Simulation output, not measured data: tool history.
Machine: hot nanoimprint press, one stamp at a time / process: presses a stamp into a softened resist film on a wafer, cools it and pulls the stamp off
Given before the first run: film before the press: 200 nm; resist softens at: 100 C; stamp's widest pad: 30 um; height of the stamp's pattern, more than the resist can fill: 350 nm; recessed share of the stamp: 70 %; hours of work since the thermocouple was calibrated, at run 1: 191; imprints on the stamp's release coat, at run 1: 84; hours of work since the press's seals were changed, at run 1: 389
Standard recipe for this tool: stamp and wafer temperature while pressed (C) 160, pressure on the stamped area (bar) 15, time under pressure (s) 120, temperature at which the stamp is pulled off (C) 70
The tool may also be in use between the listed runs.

run   hour  stamp and wafer temperature while pressed (C)  pressure on the stamped area (bar)  time under pressure (s)  temperature at which the stamp is pulled off (C)  hours of work since the thermocouple was calibrated  imprints on the stamp's release coat  hours of work since the press's seals were changed  resist left under the stamp's widest pad (nm)  greatest force while the stamp is pulled off (N)
  1      0                                            160                                  15                      120                                                70                                                  191                                    84                                                 389                                           99.6                                               232
  2     10                                            160                                  15                      120                                                70                                                  197                                   117                                                 395                                           99.3                                               242
  3     21                                            160                                  15                      120                                                70                                                  204                                   153                                                 402                                           99.3                                               247
  4   38.2                                            160                                  15                      120                                                70                                                  215                                   210                                                 413                                             98                                               241
  5   46.4                                            160                                  15                      120                                                70                                                  221                                   237                                                 418                                           97.8                                               239
  6   57.2                                            160                                  15                      120                                                70                                                  227                                   272                                                 425                                           98.1                                               249
  7     70                                            160                                  15                      120                                                70                                                  236                                   314                                                 433                                           98.7                                               249
  8   84.2                                            171                                  15                      120                                                70                                                  245                                   361                                                 443                                           59.1                                               243
  9  100.5                                            171                                  15                      120                                                70                                                  255                                   415                                                 453                                           59.3                                               243
 10  111.7                                            171                                  15                      120                                                70                                                  262                                   452                                                 460                                           58.6                                               250
 11  120.1                                            171                                  15                      120                                                70                                                  268                                   480                                                 465                                           58.5                                               258
 12  130.9                                            153                                  15                      120                                                70                                                  275                                   515                                                 472                                          133.4                                               255
 13  139.6                                            153                                  15                      120                                                70                                                  280                                   544                                                 478                                          133.3                                               258
     143.4  -- plate thermocouple calibrated
 14  151.2                                            153                                  15                      120                                                70                                                    5                                   572                                                 483                                          132.2                                               253
 15  164.3                                            159                                  15                      120                                                70                                                   13                                   615                                                 492                                          102.8                                               253
 16  177.9                                            159                                  15                      120                                                70                                                   22                                   660                                                 500                                          102.4                                               267
 17  194.4                                            155                                23.5                      120                                                68                                                   33                                   714                                                 511                                          103.6                                               277
 18  211.9                                            171                                19.8                      204                                                55                                                   44                                   772                                                 522                                           40.7                                               348
 19  229.5                                            171                                19.8                      204                                                55                                                   55                                   830                                                 534                                           40.2                                               356
       238  -- plate thermocouple calibrated, once more
 20    246                                            149                                16.1                       72                                                70                                                    5                                   875                                                 542                                          168.7                                               277
 21  259.9                                            166                                23.7                      171                                                70                                                   14                                   921                                                 551                                           53.7                                               276
 22  271.9                                            166                                23.7                      171                                                70                                                   22                                   960                                                 559                                           52.7                                               272
     278.7  -- stamp cleaned and given a new release coat
 23  287.1                                            160                                11.5                      232                                                70                                                   28                                    27                                                 565                                           89.8                                               235
 24  302.4                                            160                                11.5                      232                                                70                                                   37                                    78                                                 574                                           90.2                                               236
 25  313.3                                            153                                13.3                       69                                                66                                                   44                                   114                                                 581                                          159.6                                               265
 26  326.1                                            154                                  15                      150                                                70                                                   52                                   156                                                 589                                          122.5                                               241
 27  337.1                                            154                                21.4                      150                                                57                                                   59                                   192                                                 596                                          107.5                                               306
 28  354.1                                            160                                12.4                      120                                                73                                                   70                                   248                                                 607                                            108                                               236
 29  366.4                                            163                                  15                       95                                                70                                                   78                                   289                                                 615                                           95.1                                               247
 30  377.9                                            160                                  15                       81                                                59                                                   86                                   327                                                 623                                          113.9                                               303
 31  392.8                                            167                                  11                      120                                                70                                                   95                                   376                                                 632                                           84.2                                               261

Branching from run 31: 3 alternative next runs. What would each branch give?
  A  400.5                                            154                                13.6                      120                                                76                                                  100                                   401                                                 637                                              ?                                                 ?
  B  400.5                                            163                                  11                      120                                                70                                                  100                                   401                                                 637                                              ?                                                 ?
  C  400.5                                            160                                  15                      120                                                74                                                  100                                   401                                                 637                                              ?                                                 ?

run  resist left under the stamp's widest pad (nm)  greatest force while the stamp is pulled off (N)
  A                                          134.5                                               218
  B                                          100.1                                               246
  C                                          100.7                                               233
Without the tool's hidden state the same runs would have given:
run  resist left under the stamp's widest pad (nm)  greatest force while the stamp is pulled off (N)
  A                                          134.9                                               204
  B                                          100.5                                               230
  C                                          100.9                                               218
